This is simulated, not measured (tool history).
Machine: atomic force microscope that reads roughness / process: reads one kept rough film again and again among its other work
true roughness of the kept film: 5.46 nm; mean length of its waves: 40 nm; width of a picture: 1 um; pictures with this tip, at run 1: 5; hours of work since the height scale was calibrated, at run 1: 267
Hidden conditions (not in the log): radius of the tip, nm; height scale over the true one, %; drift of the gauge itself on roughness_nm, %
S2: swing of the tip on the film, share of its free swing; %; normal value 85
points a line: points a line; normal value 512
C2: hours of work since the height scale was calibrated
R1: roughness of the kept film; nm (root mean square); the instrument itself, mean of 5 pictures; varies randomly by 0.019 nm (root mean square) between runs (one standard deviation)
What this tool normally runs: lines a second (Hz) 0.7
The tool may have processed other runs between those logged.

Run 1, day 0: usual settings; pictures with this tip 5; C2 267. Result: R1 4.465 nm (root mean square).
Run 2, day 0.704: usual settings; pictures with this tip 26; C2 276. Result: R1 4.217 nm (root mean square).
Run 3, day 1.392: usual settings; pictures with this tip 47; C2 284. Result: R1 4.022 nm (root mean square).
Run 4, day 2.121: usual settings but S2 62 %; pictures with this tip 69; C2 293. Result: R1 4.098 nm (root mean square).
Run 5, day 2.842: usual settings but S2 62 %; pictures with this tip 91; C2 302. Result: R1 3.935 nm (root mean square).
At day 3.442: new tip fitted.
Run 6, day 3.8: usual settings; pictures with this tip 11; C2 313. Result: R1 4.407 nm (root mean square).
Run 7, day 4.558: usual settings; pictures with this tip 34; C2 323. Result: R1 4.203 nm (root mean square).
Run 8, day 5.5: usual settings but lines a second (Hz) 0.563; pictures with this tip 62; C2 334. Result: R1 3.995 nm (root mean square).
Run 9, day 6.212: usual settings but lines a second (Hz) 1.714; pictures with this tip 84; C2 343. Result: R1 3.331 nm (root mean square).
Run 10, day 6.8: usual settings but lines a second (Hz) 1.714; pictures with this tip 101; C2 350. Result: R1 3.222 nm (root mean square).
At day 6.967: new tip fitted.
Run 11, day 7.767: usual settings but lines a second (Hz) 1.714; pictures with this tip 24; C2 361. Result: R1 3.761 nm (root mean square).
Run 12, day 8.417: usual settings but S2 82 %; pictures with this tip 43; C2 369. Result: R1 4.105 nm (root mean square).
Run 13, day 8.938: usual settings but S2 78 %; pictures with this tip 59; C2 375. Result: R1 4.007 nm (root mean square).
Run 14, day 9.379: usual settings but lines a second (Hz) 1.681, S2 57 %; pictures with this tip 73; C2 381. Result: R1 3.984 nm (root mean square).
Run 15, day 9.988: usual settings but lines a second (Hz) 3.055, S2 74 %, points a line 460; pictures with this tip 91; C2 388. Result: R1 3.216 nm (root mean square).
At day 10.554: new tip fitted.
Run 16, day 10.896: usual settings but lines a second (Hz) 3.055, S2 74 %, points a line 460; pictures with this tip 11; C2 399. Result: R1 3.903 nm (root mean square).
Run 17, day 11.946: usual settings but lines a second (Hz) 3.272, points a line 590; pictures with this tip 42; C2 412. Result: R1 3.125 nm (root mean square).
Run 18, day 12.733: usual settings but lines a second (Hz) 1.476, S2 82 %, points a line 325; pictures with this tip 66; C2 421. Result: R1 3.611 nm (root mean square).
Run 19, day 13.462: usual settings but lines a second (Hz) 0.675, points a line 442; pictures with this tip 88; C2 430. Result: R1 3.713 nm (root mean square).

What does the tool deliver on the next run?
At day 14.088: new tip fitted.
Run 20, day 14.362: usual settings but lines a second (Hz) 0.675, points a line 442; pictures with this tip 8; C2 441. Result: R1 ?.

Run 20 yielded R1 4.453 nm (root mean square).
Minus the tool's unlogged condition, the same run would have read R1 4.541 nm (root mean square).
